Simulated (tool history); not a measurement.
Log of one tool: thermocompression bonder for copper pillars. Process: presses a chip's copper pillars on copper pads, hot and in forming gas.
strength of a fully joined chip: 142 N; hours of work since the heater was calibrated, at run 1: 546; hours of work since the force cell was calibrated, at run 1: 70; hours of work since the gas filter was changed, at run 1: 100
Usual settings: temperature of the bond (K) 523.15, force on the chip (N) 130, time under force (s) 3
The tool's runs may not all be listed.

run,hour,temperature of the bond (K),force on the chip (N),time under force (s),hours of work since the heater was calibrated,hours of work since the force cell was calibrated,hours of work since the gas filter was changed,force that shears a chip off (N)
1,0.0,523.15,130,3,546,70,100,88.1
2,23.5,523.15,130,3,559,83,113,86.7
3,48.4,523.15,130,2,572,96,126,75.7
4,67.1,523.15,130,2,582,106,136,76.8
5,81.1,523.15,130,3,589,114,144,86.8
6,102.8,523.15,126,3,601,125,155,84.4
7,118.0,546.15,130,3,609,133,164,105.5
8,130.5,546.15,130,8,616,140,170,124.4
9,145.9,517.15,130,8,624,148,179,102.6
10,169.2,523.15,130,3,637,161,191,85.3
11,179.9,523.15,110,3,642,167,197,72.4
12,202.0,523.15,110,3,654,178,209,73.1
13,221.5,523.15,183,3,665,189,219,104.6
14,243.4,523.15,102,3,676,201,231,66.9
15,263.7,523.15,102,2,687,212,242,57.4
16,277.0,523.15,171,3,694,219,249,98.4
17,290.0,523.15,171,3,701,226,256,98.4
18,301.8,523.15,85,3,708,232,262,54.7
19,317.9,523.15,85,3,716,241,271,55.8
20,338.6,547.15,85,3,727,252,282,75.4
21,357.9,528.15,85,4,738,262,292,67.4
22,378.1,528.15,85,4,749,273,303,64.1
23,393.8,504.15,145,3,757,281,311,68.8
24,414.6,551.15,110,2,768,292,323,83.1
# hour 416.5: forming gas filter changed
# hour 422.9: heater calibrated with a thermocouple chip
25,436.0,551.15,110,2,7,303,9,97.6
26,450.3,504.15,111,2,15,310,17,57.2
27,463.7,541.15,91,3,22,317,24,86.8
28,485.4,541.15,91,3,34,329,36,87.2
29,502.3,541.15,91,3,43,338,45,86.4
30,521.8,553.15,130,3,53,349,55,115.0
31,539.1,545.15,146,2,62,358,65,109.7
32,549.4,545.15,146,2,68,363,70,110.6
33,561.2,539.15,130,6,74,370,77,121.8
34,579.2,539.15,130,6,84,379,86,118.4
35,593.2,523.15,130,7,91,387,94,113.7
36,610.0,523.15,130,5,100,396,103,105.7
37,633.1,523.15,130,5,113,408,115,103.6
38,646.5,529.15,130,4,120,415,122,103.3
39,670.4,529.15,130,4,133,428,135,103.3

Forecast each of these 5 alternatives for the next run:
A,693.2,500.15,130,2,145,440,147,?
B,693.2,523.15,111,3,145,440,147,?
C,693.2,523.15,130,6,145,440,147,?
D,693.2,543.15,130,8,145,440,147,?
E,693.2,523.15,112,7,145,440,147,?

run,force that shears a chip off (N)
A,61.7
B,80.7
C,108.1
D,120.5
E,101.4
Without the tool's hidden state the same runs would have given:
run,force that shears a chip off (N)
A,65.0
B,85.0
C,113.5
D,126.2
E,106.7
